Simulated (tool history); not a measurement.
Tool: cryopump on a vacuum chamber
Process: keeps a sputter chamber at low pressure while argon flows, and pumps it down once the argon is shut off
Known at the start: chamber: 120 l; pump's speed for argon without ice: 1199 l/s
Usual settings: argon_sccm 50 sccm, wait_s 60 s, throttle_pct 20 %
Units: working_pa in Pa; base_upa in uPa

| run | hour | argon_sccm | wait_s | throttle_pct | working_pa | base_upa |
|---|---|---|---|---|---|---|
| 1 | 0 | 50 | 60 | 20 | 0.3736 | 1.31 |
| 2 | 26.7 | 50 | 60 | 20 | 0.3767 | 1.38 |
| 3 | 48.5 | 50 | 60 | 25 | 0.3037 | 1.44 |
| 4 | 79 | 50 | 60 | 25 | 0.3045 | 1.42 |
| 5 | 115.8 | 50 | 60 | 25 | 0.3067 | 1.4 |
| 6 | 148.3 | 50 | 60 | 25 | 0.31 | 1.47 |
| 7 | 172.1 | 50 | 60 | 51 | 0.1676 | 1.44 |
| 8 | 194.5 | 50 | 29 | 21 | 0.3635 | 2.35 |

The next listed run, before its measurement:
| 9 | 213.8 | 50 | 29 | 21 | ? | ? |

Run 9 gave working_pa 0.3635 Pa, base_upa 2.38 uPa.
Without the tool's hidden state the same run would have given working_pa 0.334 Pa, base_upa 2.04 uPa.
